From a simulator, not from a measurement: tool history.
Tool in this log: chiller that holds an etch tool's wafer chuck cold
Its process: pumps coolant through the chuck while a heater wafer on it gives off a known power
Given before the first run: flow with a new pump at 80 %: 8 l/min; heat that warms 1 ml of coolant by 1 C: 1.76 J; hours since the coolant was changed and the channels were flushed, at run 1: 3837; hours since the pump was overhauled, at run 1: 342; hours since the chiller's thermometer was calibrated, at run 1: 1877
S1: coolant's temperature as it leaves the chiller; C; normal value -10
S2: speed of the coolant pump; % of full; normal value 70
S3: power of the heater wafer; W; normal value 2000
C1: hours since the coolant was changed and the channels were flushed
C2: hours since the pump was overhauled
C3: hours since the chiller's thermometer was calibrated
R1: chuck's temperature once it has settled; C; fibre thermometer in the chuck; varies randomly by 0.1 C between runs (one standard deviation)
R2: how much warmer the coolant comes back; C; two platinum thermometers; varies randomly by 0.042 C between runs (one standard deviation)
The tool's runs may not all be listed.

{"run": 1, "hour": 0.0, "S1": -10, "S2": 70, "S3": 2000, "C1": 3837, "C2": 342, "C3": 1877, "R1": 8.0, "R2": 9.87}
{"run": 2, "hour": 18.9, "S1": -10, "S2": 70, "S3": 2891, "C1": 3856, "C2": 360, "C3": 1896, "R1": 15.9, "R2": 14.34}
{"run": 3, "hour": 47.5, "S1": -10, "S2": 70, "S3": 1455, "C1": 3885, "C2": 389, "C3": 1924, "R1": 3.1, "R2": 7.18}
{"run": 4, "hour": 74.8, "S1": -10, "S2": 70, "S3": 1179, "C1": 3912, "C2": 416, "C3": 1952, "R1": 0.4, "R2": 5.79}
{"run": 5, "hour": 109.9, "S1": -10, "S2": 70, "S3": 1179, "C1": 3947, "C2": 451, "C3": 1987, "R1": 0.7, "R2": 5.8}
{"run": 6, "hour": 139.0, "S1": -10, "S2": 70, "S3": 1809, "C1": 3976, "C2": 481, "C3": 2016, "R1": 6.1, "R2": 8.89}
{"run": 7, "hour": 160.6, "S1": -10, "S2": 67, "S3": 2000, "C1": 3998, "C2": 502, "C3": 2037, "R1": 8.6, "R2": 10.31}
{"run": 8, "hour": 178.7, "S1": -10, "S2": 67, "S3": 2000, "C1": 4016, "C2": 520, "C3": 2056, "R1": 8.4, "R2": 10.4}
{"hour": 190.4, "done": "chiller's thermometer calibrated"}
{"run": 9, "hour": 206.5, "S1": -10, "S2": 70, "S3": 1858, "C1": 4043, "C2": 547, "C3": 16, "R1": 6.8, "R2": 9.17}
{"run": 10, "hour": 224.3, "S1": -10, "S2": 84, "S3": 2000, "C1": 4061, "C2": 565, "C3": 34, "R1": 5.9, "R2": 8.27}
{"run": 11, "hour": 243.8, "S1": -10, "S2": 84, "S3": 2000, "C1": 4080, "C2": 584, "C3": 53, "R1": 6.0, "R2": 8.19}
{"run": 12, "hour": 273.8, "S1": -10, "S2": 84, "S3": 2000, "C1": 4110, "C2": 614, "C3": 83, "R1": 5.8, "R2": 8.11}
{"run": 13, "hour": 311.1, "S1": -10, "S2": 99, "S3": 2000, "C1": 4147, "C2": 652, "C3": 121, "R1": 3.9, "R2": 6.91}
{"run": 14, "hour": 340.2, "S1": -16, "S2": 62, "S3": 1661, "C1": 4176, "C2": 681, "C3": 150, "R1": 0.5, "R2": 9.35}
{"run": 15, "hour": 358.7, "S1": -16, "S2": 62, "S3": 1661, "C1": 4195, "C2": 699, "C3": 168, "R1": 0.7, "R2": 9.44}
{"run": 16, "hour": 390.5, "S1": -15, "S2": 69, "S3": 1763, "C1": 4227, "C2": 731, "C3": 200, "R1": 1.4, "R2": 8.86}
{"run": 17, "hour": 420.4, "S1": -15, "S2": 69, "S3": 1763, "C1": 4257, "C2": 761, "C3": 230, "R1": 1.2, "R2": 8.84}
{"run": 18, "hour": 450.3, "S1": -15, "S2": 69, "S3": 1763, "C1": 4287, "C2": 791, "C3": 260, "R1": 1.3, "R2": 8.85}
{"run": 19, "hour": 485.2, "S1": -4, "S2": 92, "S3": 1647, "C1": 4321, "C2": 826, "C3": 295, "R1": 8.4, "R2": 6.14}
{"run": 20, "hour": 513.3, "S1": -10, "S2": 70, "S3": 1790, "C1": 4350, "C2": 854, "C3": 323, "R1": 6.5, "R2": 8.96}
{"run": 21, "hour": 533.8, "S1": -9, "S2": 87, "S3": 1790, "C1": 4370, "C2": 874, "C3": 343, "R1": 4.9, "R2": 7.12}
{"run": 22, "hour": 566.6, "S1": -8, "S2": 68, "S3": 1790, "C1": 4403, "C2": 907, "C3": 376, "R1": 8.6, "R2": 9.21}
{"run": 23, "hour": 584.4, "S1": -11, "S2": 91, "S3": 1293, "C1": 4421, "C2": 925, "C3": 394, "R1": -1.3, "R2": 4.86}

Run 24 has not been measured yet. What should we expect?
{"run": 24, "hour": 615.6, "S1": -11, "S2": 91, "S3": 1293, "C1": 4452, "C2": 956, "C3": 425, "R1": "?", "R2": "?"}

{"run 24": {"R1": -1.5, "R2": 4.88}}
With no hidden state in the tool, this same run would have given R1 -2.3 C, R2 4.79 C.
